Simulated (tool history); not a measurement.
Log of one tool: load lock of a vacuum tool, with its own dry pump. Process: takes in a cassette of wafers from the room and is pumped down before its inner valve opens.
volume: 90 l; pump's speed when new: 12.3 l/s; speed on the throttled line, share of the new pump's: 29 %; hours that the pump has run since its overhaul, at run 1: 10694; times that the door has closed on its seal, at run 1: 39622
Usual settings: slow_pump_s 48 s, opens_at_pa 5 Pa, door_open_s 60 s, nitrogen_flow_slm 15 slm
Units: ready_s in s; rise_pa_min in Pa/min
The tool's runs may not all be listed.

run	hour	slow_pump_s	opens_at_pa	door_open_s	nitrogen_flow_slm	hours that the pump has run since its overhaul	times that the door has closed on its seal	incoming humidity of the room's air, %	ready_s	rise_pa_min
1	0.0	48	5	60	15	10694	39622	43.6	106.7	0.024
2	187.4	48	5	60	15	10882	40316	41.5	106.6	0.025
3	344.3	48	7	60	15	11038	40897	43.3	104.6	0.030
4	594.6	48	7	60	15	11289	41825	46.3	105.3	0.023
5	813.1	48	7	60	15	11507	42634	45.8	104.1	0.026
6	955.6	45	5	60	15	11650	43162	44.6	105.9	0.022
7	1234.9	45	5	60	15	11929	44197	44.7	105.1	0.028
8	1495.7	45	5	206	15	12190	45163	43.5	103.9	0.048
9	1741.0	48	5	60	15	12435	46072	47.4	106.8	0.021
10	2027.8	48	5	60	21	12722	47135	43.7	106.5	0.022
11	2171.8	48	7	60	21	12866	47668	46.7	103.6	0.021
12	2443.8	48	6	60	21	13138	48676	41.2	104.4	0.017
13	2579.8	48	5	60	9	13274	49180	46.1	107.6	0.039
14	2750.0	48	5	60	15	13444	49811	47.0	106.2	0.028
15	2906.3	48	5	60	15	13600	50390	44.9	107.0	0.032
16	3038.3	48	5	60	15	13732	50879	45.0	107.4	0.026
17	3339.4	48	5	60	15	14034	51994	44.4	106.0	0.024
18	3546.4	48	5	60	15	14241	52761	47.3	107.3	0.028
19	3717.2	48	5	60	15	14411	53394	42.3	107.2	0.024
20	3992.9	61	5	60	10	14687	54415	45.2	115.8	0.024
21	4264.1	61	5	60	10	14958	55420	44.5	116.1	0.027
22	4426.2	31	6	60	10	15120	56021	43.8	93.0	0.028
23	4682.1	31	6	60	10	15376	56969	46.9	93.6	0.028
# hour 4812.3: door's seal changed, seat wiped
24	4835.5	83	5	56	15	15528	86	44.2	132.5	0.026
25	5092.9	83	5	56	15	15786	1040	45.0	131.0	0.023
26	5271.7	30	5	56	15	15964	1702	45.9	95.0	0.027
27	5490.3	30	5	56	6	16183	2512	41.9	95.0	0.024
28	5696.4	30	8	56	5	16389	3276	42.1	91.0	0.029
29	5835.0	42	5	120	15	16528	3789	45.0	102.9	0.042
30	6058.5	42	5	120	15	16751	4617	44.1	102.9	0.034
31	6288.7	28	4	40	9	16981	5470	46.8	95.1	0.023
32	6515.6	73	8	60	15	17208	6311	44.4	120.7	0.025
33	6772.3	48	5	86	38	17465	7261	46.6	106.7	0.021
34	6973.0	48	5	86	38	17666	8005	43.9	107.2	0.020
35	7252.1	48	5	81	17	17945	9039	43.4	107.4	0.022
36	7396.3	48	5	81	17	18089	9574	46.0	108.3	0.028
37	7683.5	48	5	81	17	18376	10637	45.7	106.0	0.031

3 ways to go on from here, each from the tool as it stands after run 37. What would each give?
A	7878.8	24	5	30	14	18571	11361	45.7	?	?
B	7878.8	50	8	60	15	18571	11361	43.4	?	?
C	7878.8	48	5	54	17	18571	11361	44.3	?	?

run	ready_s	rise_pa_min
A	89.9	0.014
B	103.9	0.023
C	107.1	0.022
Without the tool's hidden state the same runs would have given:
run	ready_s	rise_pa_min
A	89.8	0.014
B	103.9	0.023
C	107.0	0.022
